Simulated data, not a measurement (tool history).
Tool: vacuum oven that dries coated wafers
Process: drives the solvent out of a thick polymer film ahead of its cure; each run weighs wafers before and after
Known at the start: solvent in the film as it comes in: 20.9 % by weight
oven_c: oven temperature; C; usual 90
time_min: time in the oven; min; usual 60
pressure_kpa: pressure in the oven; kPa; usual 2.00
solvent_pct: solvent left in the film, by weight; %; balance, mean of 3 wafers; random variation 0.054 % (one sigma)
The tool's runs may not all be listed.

| run | hour | oven_c | time_min | pressure_kpa | solvent_pct |
|---|---|---|---|---|---|
| 1 | 0.0 | 90 | 60 | 2.00 | 2.13 |
| 2 | 7.7 | 90 | 60 | 2.00 | 2.02 |
| 3 | 20.3 | 91 | 60 | 2.00 | 1.81 |
| 4 | 31.0 | 91 | 60 | 2.00 | 1.80 |
| 5 | 44.5 | 91 | 60 | 2.00 | 2.00 |
| 6 | 60.1 | 91 | 60 | 2.00 | 1.86 |
| 7 | 78.0 | 91 | 60 | 2.00 | 1.82 |
| 8 | 95.8 | 91 | 60 | 2.00 | 1.81 |
| 9 | 106.2 | 90 | 60 | 2.00 | 2.15 |
| 10 | 114.3 | 90 | 60 | 2.00 | 2.10 |
| 11 | 122.0 | 90 | 60 | 2.00 | 2.04 |
| 12 | 135.2 | 90 | 60 | 2.00 | 1.88 |
| 13 | 147.4 | 90 | 60 | 2.00 | 2.00 |
| 14 | 159.4 | 90 | 60 | 2.00 | 2.18 |
| 15 | 167.9 | 90 | 81 | 2.00 | 1.33 |
| 16 | 178.6 | 90 | 81 | 2.00 | 1.25 |
| 17 | 192.8 | 90 | 39 | 2.00 | 3.99 |
| 18 | 203.9 | 90 | 63 | 2.00 | 1.92 |
| 19 | 221.6 | 90 | 33 | 2.00 | 4.89 |
| 20 | 239.9 | 90 | 60 | 6.86 | 3.77 |
| 21 | 253.1 | 90 | 59 | 2.00 | 2.18 |
| 22 | 271.4 | 90 | 60 | 1.32 | 1.88 |
| 23 | 280.5 | 90 | 60 | 1.32 | 1.86 |
| 24 | 290.0 | 90 | 60 | 1.32 | 1.93 |
| 25 | 303.4 | 90 | 60 | 1.32 | 1.88 |
| 26 | 319.3 | 96 | 64 | 1.32 | 0.81 |
| 27 | 334.6 | 99 | 61 | 2.55 | 0.89 |
| 28 | 352.7 | 99 | 61 | 1.41 | 0.67 |
| 29 | 360.6 | 90 | 53 | 1.48 | 2.29 |
| 30 | 371.6 | 90 | 32 | 7.38 | 6.45 |
| 31 | 380.5 | 90 | 32 | 7.38 | 6.46 |
| 32 | 396.8 | 90 | 77 | 4.50 | 2.30 |
| 33 | 404.9 | 92 | 106 | 2.00 | 0.76 |
| 34 | 418.6 | 90 | 60 | 5.76 | 3.40 |
| 35 | 435.1 | 90 | 60 | 5.76 | 3.32 |
| 36 | 447.6 | 101 | 32 | 1.21 | 1.45 |
| 37 | 464.7 | 101 | 32 | 1.21 | 1.37 |
| 38 | 479.0 | 98 | 63 | 2.00 | 0.80 |
| 39 | 487.5 | 98 | 66 | 2.00 | 0.68 |
| 40 | 498.9 | 98 | 66 | 2.00 | 0.81 |
| 41 | 514.7 | 90 | 81 | 5.39 | 2.53 |
| 42 | 530.1 | 83 | 31 | 1.13 | 8.14 |
| 43 | 538.2 | 83 | 31 | 1.13 | 8.12 |
| 44 | 552.9 | 103 | 72 | 5.27 | 1.24 |
| 45 | 560.9 | 93 | 60 | 1.89 | 1.43 |
| 46 | 569.7 | 93 | 60 | 1.89 | 1.49 |
| 47 | 581.0 | 86 | 35 | 4.57 | 7.08 |
| 48 | 589.6 | 86 | 35 | 4.57 | 7.12 |

3 ways to go on from here, each from the tool as it stands after run 48. What would each give?
| A | 606.7 | 90 | 40 | 2.00 | ? |
| B | 606.7 | 101 | 31 | 3.30 | ? |
| C | 606.7 | 90 | 60 | 3.03 | ? |

| run | solvent_pct |
|---|---|
| A | 3.91 |
| B | 1.99 |
| C | 2.48 |
Without the tool's hidden state the same runs would have given:
| run | solvent_pct |
|---|---|
| A | 3.73 |
| B | 1.87 |
| C | 2.32 |
